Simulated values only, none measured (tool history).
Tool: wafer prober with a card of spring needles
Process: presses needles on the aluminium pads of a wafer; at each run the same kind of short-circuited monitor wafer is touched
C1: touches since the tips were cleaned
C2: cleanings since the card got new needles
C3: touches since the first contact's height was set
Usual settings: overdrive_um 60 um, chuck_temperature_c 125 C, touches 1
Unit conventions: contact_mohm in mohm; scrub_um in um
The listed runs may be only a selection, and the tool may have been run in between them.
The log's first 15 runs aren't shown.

At day 13.612: tips cleaned on abrasive film.
Run 16, day 14.196: usual settings but overdrive_um 71 um; C1 6877; C2 60; C3 132787. Result: contact_mohm 355 mohm, scrub_um 19.47 um.
At day 14.317: tips cleaned on abrasive film.
At day 14.521: height of the first contact set anew.
At day 15.096: tips cleaned on abrasive film.
Run 17, day 15.433: usual settings but overdrive_um 65 um; C1 3983; C2 62; C3 10732. Result: contact_mohm 356 mohm, scrub_um 18.01 um.
At day 15.817: tips cleaned on abrasive film.
Run 18, day 16.029: usual settings but overdrive_um 51 um, chuck_temperature_c 38 C; C1 2523; C2 63; C3 17703. Result: contact_mohm 407 mohm, scrub_um 14.12 um.
At day 16.533: tips cleaned on abrasive film.
Run 19, day 16.629: usual settings but chuck_temperature_c 86 C; C1 1135; C2 64; C3 24720. Result: contact_mohm 316 mohm, scrub_um 16.61 um.
At day 17.283: tips cleaned on abrasive film.
Run 20, day 17.388: usual settings but overdrive_um 69 um, touches 2; C1 1221; C2 65; C3 33602. Result: contact_mohm 260 mohm, scrub_um 19.07 um.
At day 18.012: tips cleaned on abrasive film.
At day 18.708: tips cleaned on abrasive film.
Run 21, day 18.808: usual settings but overdrive_um 44 um, chuck_temperature_c 80 C, touches 2; C1 1208; C2 67; C3 50259. Result: contact_mohm 333 mohm, scrub_um 12.12 um.
At day 19.388: tips cleaned on abrasive film.
Run 22, day 19.454: usual settings but overdrive_um 44 um, chuck_temperature_c 37 C, touches 3; C1 745; C2 68; C3 57776. Result: contact_mohm 270 mohm, scrub_um 12.1 um.
At day 20.092: tips cleaned on abrasive film.
Run 23, day 20.262: usual settings but overdrive_um 44 um, chuck_temperature_c 37 C, touches 3; C1 2018; C2 69; C3 67276. Result: contact_mohm 301 mohm, scrub_um 12.08 um.
At day 20.85: tips cleaned on abrasive film.
Run 24, day 21.229: usual settings but overdrive_um 44 um, chuck_temperature_c 37 C, touches 3; C1 4480; C2 70; C3 78620. Result: contact_mohm 341 mohm, scrub_um 12.1 um.
At day 21.525: tips cleaned on abrasive film.
At day 22.292: tips cleaned on abrasive film.
Run 25, day 22.379: usual settings but overdrive_um 44 um, chuck_temperature_c 37 C, touches 3; C1 1037; C2 72; C3 92055. Result: contact_mohm 281 mohm, scrub_um 12.05 um.
At day 23.038: tips cleaned on abrasive film.
Run 26, day 23.542: usual settings but overdrive_um 77 um, chuck_temperature_c 31 C, touches 2; C1 5918; C2 73; C3 105713. Result: contact_mohm 280 mohm, scrub_um 21.18 um.
At day 23.729: tips cleaned on abrasive film.
At day 24.45: tips cleaned on abrasive film.
Run 27, day 24.867: usual settings but touches 2; C1 4925; C2 75; C3 121252. Result: contact_mohm 330 mohm, scrub_um 16.46 um.
At day 25.167: tips cleaned on abrasive film.
Run 28, day 25.7: usual settings but overdrive_um 51 um, chuck_temperature_c 42 C, touches 3; C1 6280; C2 76; C3 131005. Result: contact_mohm 314 mohm, scrub_um 13.94 um.
At day 25.854: tips cleaned on abrasive film.
At day 26.171: height of the first contact set anew.
Run 29, day 26.471: usual settings but overdrive_um 55 um, chuck_temperature_c 59 C; C1 7094; C2 77; C3 3514. Result: contact_mohm 437 mohm, scrub_um 15.22 um.
At day 26.538: tips cleaned on abrasive film.
At day 27.308: tips cleaned on abrasive film.
Run 30, day 27.342: usual settings but overdrive_um 49 um, chuck_temperature_c 47 C, touches 2; C1 387; C2 79; C3 13685. Result: contact_mohm 263 mohm, scrub_um 13.56 um.
At day 27.992: tips cleaned on abrasive film.
Run 31, day 28.571: usual settings but overdrive_um 49 um, chuck_temperature_c 47 C, touches 2; C1 6835; C2 80; C3 28158. Result: contact_mohm 391 mohm, scrub_um 13.56 um.

Predict each of these 3 candidate next runs independently; none follows another, all start after run 31:
At day 28.696: tips cleaned on abrasive film.
At day 29.417: tips cleaned on abrasive film.
Run A, day 29.596: usual settings but overdrive_um 55 um, chuck_temperature_c 47 C, touches 2; C1 2124; C2 82; C3 40126. Result: contact_mohm ?, scrub_um ?.
At day 28.696: tips cleaned on abrasive film.
At day 29.417: tips cleaned on abrasive film.
Run B, day 29.596: usual settings but overdrive_um 42 um, chuck_temperature_c 83 C, touches 2; C1 2124; C2 82; C3 40126. Result: contact_mohm ?, scrub_um ?.
At day 28.696: tips cleaned on abrasive film.
At day 29.417: tips cleaned on abrasive film.
Run C, day 29.596: usual settings but chuck_temperature_c 69 C, touches 2; C1 2124; C2 82; C3 40126. Result: contact_mohm ?, scrub_um ?.

run  contact_mohm  scrub_um
  A           310      15.2
  B           378     11.56
  C           295     16.56
The same runs, with their run-to-run variation unchanged, on a tool lacking any hidden condition would have given:
run  contact_mohm  scrub_um
  A           209     15.27
  B           223     11.63
  C           211     16.63
